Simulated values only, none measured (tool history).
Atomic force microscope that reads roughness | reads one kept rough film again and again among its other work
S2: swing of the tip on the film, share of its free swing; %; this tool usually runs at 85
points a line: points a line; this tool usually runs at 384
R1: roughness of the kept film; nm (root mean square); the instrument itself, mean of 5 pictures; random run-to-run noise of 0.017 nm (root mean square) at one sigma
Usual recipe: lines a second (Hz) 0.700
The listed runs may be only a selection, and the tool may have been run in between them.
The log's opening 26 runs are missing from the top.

run 27 hour=374.6 | lines_a_second_(Hz)=0.823 S2=85 points_a_line=767 | R1=3.945
run 28 hour=392.5 | lines_a_second_(Hz)=0.823 S2=85 points_a_line=767 | R1=3.936
run 29 hour=406.1 | lines_a_second_(Hz)=2.937 S2=56 points_a_line=897 | R1=4.007
run 30 hour=416.9 | lines_a_second_(Hz)=1.095 S2=85 points_a_line=965 | R1=3.790
-- hour=420.8 new tip fitted
run 31 hour=428.4 | lines_a_second_(Hz)=0.553 S2=85 points_a_line=425 | R1=4.152
run 32 hour=449.1 | lines_a_second_(Hz)=1.645 S2=62 points_a_line=262 | R1=4.142
run 33 hour=459.9 | lines_a_second_(Hz)=1.645 S2=62 points_a_line=262 | R1=4.176
run 34 hour=473.3 | lines_a_second_(Hz)=0.700 S2=88 points_a_line=495 | R1=3.963
run 35 hour=493.2 | lines_a_second_(Hz)=1.184 S2=69 points_a_line=495 | R1=4.084
run 36 hour=511.6 | lines_a_second_(Hz)=3.289 S2=56 points_a_line=495 | R1=4.033
run 37 hour=520.1 | lines_a_second_(Hz)=3.289 S2=56 points_a_line=495 | R1=4.025
run 38 hour=531.3 | lines_a_second_(Hz)=1.587 S2=66 points_a_line=495 | R1=4.037
run 39 hour=549.8 | lines_a_second_(Hz)=1.175 S2=72 points_a_line=346 | R1=3.986
run 40 hour=563.7 | lines_a_second_(Hz)=1.422 S2=83 points_a_line=285 | R1=3.746
run 41 hour=581.5 | lines_a_second_(Hz)=0.999 S2=86 points_a_line=644 | R1=3.829
-- hour=593.8 new tip fitted
run 42 hour=593.8 | lines_a_second_(Hz)=0.605 S2=62 points_a_line=433 | R1=4.300
run 43 hour=611.3 | lines_a_second_(Hz)=1.385 S2=87 points_a_line=433 | R1=3.742
run 44 hour=625.4 | lines_a_second_(Hz)=0.958 S2=89 points_a_line=267 | R1=3.852
run 45 hour=641.5 | lines_a_second_(Hz)=0.958 S2=89 points_a_line=267 | R1=3.863
run 46 hour=652.1 | lines_a_second_(Hz)=0.632 S2=85 points_a_line=551 | R1=4.050
run 47 hour=663.1 | lines_a_second_(Hz)=0.895 S2=66 points_a_line=453 | R1=4.181
run 48 hour=674.5 | lines_a_second_(Hz)=0.895 S2=61 points_a_line=573 | R1=4.233
run 49 hour=685.7 | lines_a_second_(Hz)=0.895 S2=61 points_a_line=573 | R1=4.198
run 50 hour=702.1 | lines_a_second_(Hz)=0.895 S2=61 points_a_line=573 | R1=4.180

What if the next run were any one of these 3? Each begins from the tool's condition after run 50:
run A hour=713.4 | lines_a_second_(Hz)=0.895 S2=61 points_a_line=589 | R1=?
run B hour=713.4 | lines_a_second_(Hz)=0.932 S2=79 points_a_line=573 | R1=?
run C hour=713.4 | lines_a_second_(Hz)=2.161 S2=63 points_a_line=869 | R1=?

run=A R1=4.208
run=B R1=3.961
run=C R1=4.008
Stripped of hidden state, with their random variation kept, the same runs would have yielded:
run=A R1=4.377
run=B R1=4.120
run=C R1=4.169
